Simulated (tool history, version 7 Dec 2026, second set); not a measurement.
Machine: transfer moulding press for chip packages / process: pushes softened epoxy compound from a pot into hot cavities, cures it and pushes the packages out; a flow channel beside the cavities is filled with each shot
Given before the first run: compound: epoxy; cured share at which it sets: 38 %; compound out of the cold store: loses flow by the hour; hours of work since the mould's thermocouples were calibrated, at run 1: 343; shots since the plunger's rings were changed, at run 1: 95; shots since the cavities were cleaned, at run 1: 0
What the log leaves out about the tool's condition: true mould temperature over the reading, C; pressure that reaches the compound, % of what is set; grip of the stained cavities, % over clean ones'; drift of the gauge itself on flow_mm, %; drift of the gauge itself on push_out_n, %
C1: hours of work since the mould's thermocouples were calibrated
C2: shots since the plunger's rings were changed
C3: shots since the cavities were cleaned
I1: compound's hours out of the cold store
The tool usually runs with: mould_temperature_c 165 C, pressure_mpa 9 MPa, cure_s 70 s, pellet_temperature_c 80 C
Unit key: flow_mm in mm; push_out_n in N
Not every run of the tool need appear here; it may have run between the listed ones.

{"run": 1, "hour": 0.0, "mould_temperature_c": 165, "pressure_mpa": 9, "cure_s": 70, "pellet_temperature_c": 80, "C1": 343, "C2": 95, "C3": 0, "I1": 41.4, "flow_mm": 556, "push_out_n": 563}
{"run": 2, "hour": 15.2, "mould_temperature_c": 165, "pressure_mpa": 9, "cure_s": 70, "pellet_temperature_c": 80, "C1": 352, "C2": 325, "C3": 230, "I1": 17.1, "flow_mm": 630, "push_out_n": 595}
{"run": 3, "hour": 33.3, "mould_temperature_c": 165, "pressure_mpa": 9, "cure_s": 70, "pellet_temperature_c": 80, "C1": 363, "C2": 599, "C3": 504, "I1": 18.5, "flow_mm": 623, "push_out_n": 594}
{"hour": 40.6, "done": "cavities cleaned with cleaning compound and waxed"}
{"run": 4, "hour": 45.8, "mould_temperature_c": 165, "pressure_mpa": 9, "cure_s": 70, "pellet_temperature_c": 80, "C1": 370, "C2": 765, "C3": 79, "I1": 22.7, "flow_mm": 613, "push_out_n": 573}
{"run": 5, "hour": 53.4, "mould_temperature_c": 165, "pressure_mpa": 9, "cure_s": 70, "pellet_temperature_c": 80, "C1": 375, "C2": 880, "C3": 194, "I1": 12.7, "flow_mm": 648, "push_out_n": 616}
{"run": 6, "hour": 67.5, "mould_temperature_c": 165, "pressure_mpa": 9, "cure_s": 70, "pellet_temperature_c": 80, "C1": 383, "C2": 1094, "C3": 408, "I1": 23.4, "flow_mm": 610, "push_out_n": 578}
{"run": 7, "hour": 77.2, "mould_temperature_c": 167, "pressure_mpa": 9, "cure_s": 70, "pellet_temperature_c": 80, "C1": 389, "C2": 1240, "C3": 554, "I1": 41.4, "flow_mm": 547, "push_out_n": 481}
{"hour": 81.8, "done": "cavities cleaned with cleaning compound and waxed"}
{"run": 8, "hour": 96.3, "mould_temperature_c": 167, "pressure_mpa": 9, "cure_s": 70, "pellet_temperature_c": 80, "C1": 400, "C2": 1506, "C3": 219, "I1": 22.8, "flow_mm": 602, "push_out_n": 520}
{"run": 9, "hour": 110.2, "mould_temperature_c": 165, "pressure_mpa": 9, "cure_s": 70, "pellet_temperature_c": 80, "C1": 409, "C2": 1716, "C3": 429, "I1": 8.7, "flow_mm": 657, "push_out_n": 612}
{"hour": 122.6, "done": "cavities cleaned with cleaning compound and waxed"}
{"run": 10, "hour": 122.6, "mould_temperature_c": 165, "pressure_mpa": 9, "cure_s": 70, "pellet_temperature_c": 80, "C1": 416, "C2": 1881, "C3": 0, "I1": 29.6, "flow_mm": 587, "push_out_n": 582}
{"run": 11, "hour": 137.7, "mould_temperature_c": 165, "pressure_mpa": 9, "cure_s": 70, "pellet_temperature_c": 80, "C1": 425, "C2": 2109, "C3": 228, "I1": 41.6, "flow_mm": 557, "push_out_n": 546}
{"run": 12, "hour": 153.3, "mould_temperature_c": 165, "pressure_mpa": 9, "cure_s": 86, "pellet_temperature_c": 80, "C1": 434, "C2": 2345, "C3": 464, "I1": 10.8, "flow_mm": 649, "push_out_n": 467}
{"hour": 163.6, "done": "cavities cleaned with cleaning compound and waxed"}
{"run": 13, "hour": 166.9, "mould_temperature_c": 165, "pressure_mpa": 9, "cure_s": 86, "pellet_temperature_c": 80, "C1": 442, "C2": 2528, "C3": 49, "I1": 20.7, "flow_mm": 618, "push_out_n": 459}
{"run": 14, "hour": 174.4, "mould_temperature_c": 165, "pressure_mpa": 9, "cure_s": 86, "pellet_temperature_c": 80, "C1": 447, "C2": 2642, "C3": 163, "I1": 32.7, "flow_mm": 580, "push_out_n": 439}
{"run": 15, "hour": 190.5, "mould_temperature_c": 165, "pressure_mpa": 9, "cure_s": 86, "pellet_temperature_c": 80, "C1": 456, "C2": 2885, "C3": 406, "I1": 12.3, "flow_mm": 642, "push_out_n": 455}
{"hour": 203.7, "done": "cavities cleaned with cleaning compound and waxed"}
{"run": 16, "hour": 210.2, "mould_temperature_c": 166, "pressure_mpa": 9, "cure_s": 70, "pellet_temperature_c": 82, "C1": 468, "C2": 3162, "C3": 99, "I1": 38.7, "flow_mm": 559, "push_out_n": 533}
{"hour": 221.5, "done": "plunger's sealing rings changed"}
{"run": 17, "hour": 223.1, "mould_temperature_c": 159, "pressure_mpa": 9.62, "cure_s": 60, "pellet_temperature_c": 81, "C1": 474, "C2": 24, "C3": 255, "I1": 47.1, "flow_mm": 583, "push_out_n": 1158}
{"hour": 235.0, "done": "mould's thermocouples calibrated"}
{"run": 18, "hour": 242.6, "mould_temperature_c": 169, "pressure_mpa": 9.62, "cure_s": 60, "pellet_temperature_c": 81, "C1": 5, "C2": 289, "C3": 520, "I1": 44.5, "flow_mm": 551, "push_out_n": 527}
{"hour": 248.8, "done": "cavities cleaned with cleaning compound and waxed"}
{"run": 19, "hour": 260.1, "mould_temperature_c": 169, "pressure_mpa": 9.62, "cure_s": 75, "pellet_temperature_c": 81, "C1": 15, "C2": 531, "C3": 171, "I1": 42.4, "flow_mm": 559, "push_out_n": 447}
{"run": 20, "hour": 273.8, "mould_temperature_c": 169, "pressure_mpa": 10.33, "cure_s": 75, "pellet_temperature_c": 81, "C1": 23, "C2": 738, "C3": 378, "I1": 38.5, "flow_mm": 591, "push_out_n": 459}
{"hour": 288.7, "done": "cavities cleaned with cleaning compound and waxed"}
{"run": 21, "hour": 293.4, "mould_temperature_c": 163, "pressure_mpa": 10.33, "cure_s": 101, "pellet_temperature_c": 79, "C1": 34, "C2": 1013, "C3": 72, "I1": 47.9, "flow_mm": 583, "push_out_n": 440}
{"run": 22, "hour": 308.2, "mould_temperature_c": 167, "pressure_mpa": 9.69, "cure_s": 79, "pellet_temperature_c": 86, "C1": 43, "C2": 1236, "C3": 295, "I1": 43.7, "flow_mm": 565, "push_out_n": 451}
{"run": 23, "hour": 326.0, "mould_temperature_c": 167, "pressure_mpa": 10.22, "cure_s": 98, "pellet_temperature_c": 72, "C1": 54, "C2": 1504, "C3": 563, "I1": 12.6, "flow_mm": 678, "push_out_n": 426}
{"hour": 328.6, "done": "cavities cleaned with cleaning compound and waxed"}
{"run": 24, "hour": 335.2, "mould_temperature_c": 165, "pressure_mpa": 7.52, "cure_s": 102, "pellet_temperature_c": 80, "C1": 59, "C2": 1621, "C3": 100, "I1": 16.2, "flow_mm": 577, "push_out_n": 436}
{"run": 25, "hour": 342.6, "mould_temperature_c": 165, "pressure_mpa": 7.52, "cure_s": 102, "pellet_temperature_c": 80, "C1": 64, "C2": 1734, "C3": 213, "I1": 17.8, "flow_mm": 575, "push_out_n": 447}
{"run": 26, "hour": 360.8, "mould_temperature_c": 168, "pressure_mpa": 8.16, "cure_s": 85, "pellet_temperature_c": 73, "C1": 75, "C2": 2009, "C3": 488, "I1": 14.6, "flow_mm": 599, "push_out_n": 463}
{"hour": 368.8, "done": "cavities cleaned with cleaning compound and waxed"}
{"run": 27, "hour": 372.5, "mould_temperature_c": 165, "pressure_mpa": 7.55, "cure_s": 70, "pellet_temperature_c": 80, "C1": 81, "C2": 2163, "C3": 55, "I1": 26.8, "flow_mm": 548, "push_out_n": 554}
{"run": 28, "hour": 383.6, "mould_temperature_c": 165, "pressure_mpa": 9.85, "cure_s": 70, "pellet_temperature_c": 80, "C1": 88, "C2": 2331, "C3": 223, "I1": 32.1, "flow_mm": 607, "push_out_n": 551}

What differs in the tool's unlogged condition from the final listed run ahead of each entry between runs to the first listed run following it?
After run 3, before run 4: cavities cleaned with cleaning compound and waxed (hour 40.6)
  pressure that reaches the compound, % of what is set: 99.97 -> 99.96; grip of the stained cavities, % over clean ones': 1 -> 0.3
After run 7, before run 8: cavities cleaned with cleaning compound and waxed (hour 81.8)
  pressure that reaches the compound, % of what is set: 99.94 -> 99.93; grip of the stained cavities, % over clean ones': 1.1 -> 0.6
After run 9, before run 10: cavities cleaned with cleaning compound and waxed (hour 122.6)
  grip of the stained cavities, % over clean ones': 0.9 -> 0
After run 12, before run 13: cavities cleaned with cleaning compound and waxed (hour 163.6)
  pressure that reaches the compound, % of what is set: 99.9 -> 99.89; grip of the stained cavities, % over clean ones': 1 -> 0.2
After run 15, before run 16: cavities cleaned with cleaning compound and waxed (hour 203.7)
  pressure that reaches the compound, % of what is set: 99.88 -> 99.86; grip of the stained cavities, % over clean ones': 0.9 -> 0.4
After run 16, before run 17: plunger's sealing rings changed (hour 221.5)
  pressure that reaches the compound, % of what is set: 99.86 -> 100; grip of the stained cavities, % over clean ones': 0.4 -> 0.7
After run 17, before run 18: mould's thermocouples calibrated (hour 235)
  pressure that reaches the compound, % of what is set: 100 -> 99.99; grip of the stained cavities, % over clean ones': 0.7 -> 1.1
After run 18, before run 19: cavities cleaned with cleaning compound and waxed (hour 248.8)
  pressure that reaches the compound, % of what is set: 99.99 -> 99.98; grip of the stained cavities, % over clean ones': 1.1 -> 0.6
After run 20, before run 21: cavities cleaned with cleaning compound and waxed (hour 288.7)
  pressure that reaches the compound, % of what is set: 99.97 -> 99.96; grip of the stained cavities, % over clean ones': 0.9 -> 0.3
After run 23, before run 24: cavities cleaned with cleaning compound and waxed (hour 328.6)
  pressure that reaches the compound, % of what is set: 99.94 -> 99.93; grip of the stained cavities, % over clean ones': 1.1 -> 0.4
After run 26, before run 27: cavities cleaned with cleaning compound and waxed (hour 368.8)
  grip of the stained cavities, % over clean ones': 1 -> 0.2
